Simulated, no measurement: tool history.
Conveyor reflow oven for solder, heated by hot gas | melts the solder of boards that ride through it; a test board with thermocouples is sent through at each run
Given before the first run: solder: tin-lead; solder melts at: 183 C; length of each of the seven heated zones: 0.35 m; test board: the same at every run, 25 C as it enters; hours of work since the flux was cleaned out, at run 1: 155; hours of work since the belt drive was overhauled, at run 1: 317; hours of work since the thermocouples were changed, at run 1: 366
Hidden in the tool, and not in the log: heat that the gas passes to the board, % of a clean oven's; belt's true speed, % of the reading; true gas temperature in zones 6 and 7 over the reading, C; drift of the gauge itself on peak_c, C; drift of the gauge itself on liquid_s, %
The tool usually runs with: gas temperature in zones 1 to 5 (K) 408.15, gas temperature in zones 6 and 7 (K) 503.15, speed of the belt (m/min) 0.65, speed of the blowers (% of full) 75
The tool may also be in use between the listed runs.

run   hour  gas temperature in zones 1 to 5 (K)  gas temperature in zones 6 and 7 (K)  speed of the belt (m/min)  speed of the blowers (% of full)  hours of work since the flux was cleaned out  hours of work since the belt drive was overhauled  hours of work since the thermocouples were changed  highest temperature of the board (K)  time above the solder's melting point (s)
  1      0                               408.15                                503.15                       0.65                                75                                           155                                                317                                                 366                                483.85                                       42.8
  2   45.5                               408.15                                503.15                       0.65                                75                                           178                                                340                                                 389                                483.95                                       42.6
  3  104.7                               408.15                                503.15                       0.65                                75                                           208                                                370                                                 419                                483.85                                       42.8
     141.9  -- flux residue cleaned out of gas plates and filters
  4    188                               408.15                                503.15                       0.65                                75                                            23                                                409                                                 458                                484.95                                       43.8
  5  252.8                               408.15                                503.15                       0.65                                75                                            56                                                442                                                 491                                484.95                                       43.4
     262.8  -- belt drive overhauled, speed set with a stopwatch
  6  313.4                               408.15                                503.15                       0.65                                75                                            85                                                 26                                                 519                                484.95                                         44
  7  383.3                               408.15                                503.15                       0.65                                75                                           120                                                 61                                                 555                                484.65                                       43.8
  8  424.6                               408.15                                495.15                      0.598                                75                                           141                                                 82                                                 576                                480.65                                         45
     437.4  -- belt drive overhauled, speed set with a stopwatch, once more
  9    514                               422.15                                503.15                      0.677                                75                                           184                                                 39                                                 619                                485.55                                       45.8
 10  576.4                               422.15                                503.15                      0.677                                75                                           215                                                 70                                                 650                                485.55                                       45.7
     599.7  -- flux residue cleaned out of gas plates and filters
 11  625.7                               422.15                                503.15                      0.677                                75                                            13                                                 93                                                 673                                486.55                                       47.2
 12  692.2                               422.15                                503.15                      0.677                                75                                            47                                                126                                                 706                                486.45                                       47.2
 13  775.8                               408.15                                516.15                      0.726                                65                                            89                                                168                                                 748                                488.25                                       40.2

Below are 4 alternative next runs, each starting from the tool's condition after run 13. Predict each:
  A  844.7                               408.15                                503.15                      0.779                                75                                           124                                                203                                                 783                                     ?                                          ?
  B  844.7                               408.15                                503.15                      0.667                                75                                           124                                                203                                                 783                                     ?                                          ?
  C  844.7                               408.15                                499.15                       0.65                                55                                           124                                                203                                                 783                                     ?                                          ?
  D  844.7                               423.15                                503.15                      0.553                                75                                           124                                                203                                                 783                                     ?                                          ?

run  highest temperature of the board (K)  time above the solder's melting point (s)
  A                                477.75                                       29.7
  B                                483.75                                         41
  C                                476.15                                       33.9
  D                                492.05                                       63.7
What these runs would have given with no unlogged condition in the tool:
run  highest temperature of the board (K)  time above the solder's melting point (s)
  A                                477.75                                       29.6
  B                                483.65                                       40.8
  C                                475.95                                       33.5
  D                                491.65                                       63.2

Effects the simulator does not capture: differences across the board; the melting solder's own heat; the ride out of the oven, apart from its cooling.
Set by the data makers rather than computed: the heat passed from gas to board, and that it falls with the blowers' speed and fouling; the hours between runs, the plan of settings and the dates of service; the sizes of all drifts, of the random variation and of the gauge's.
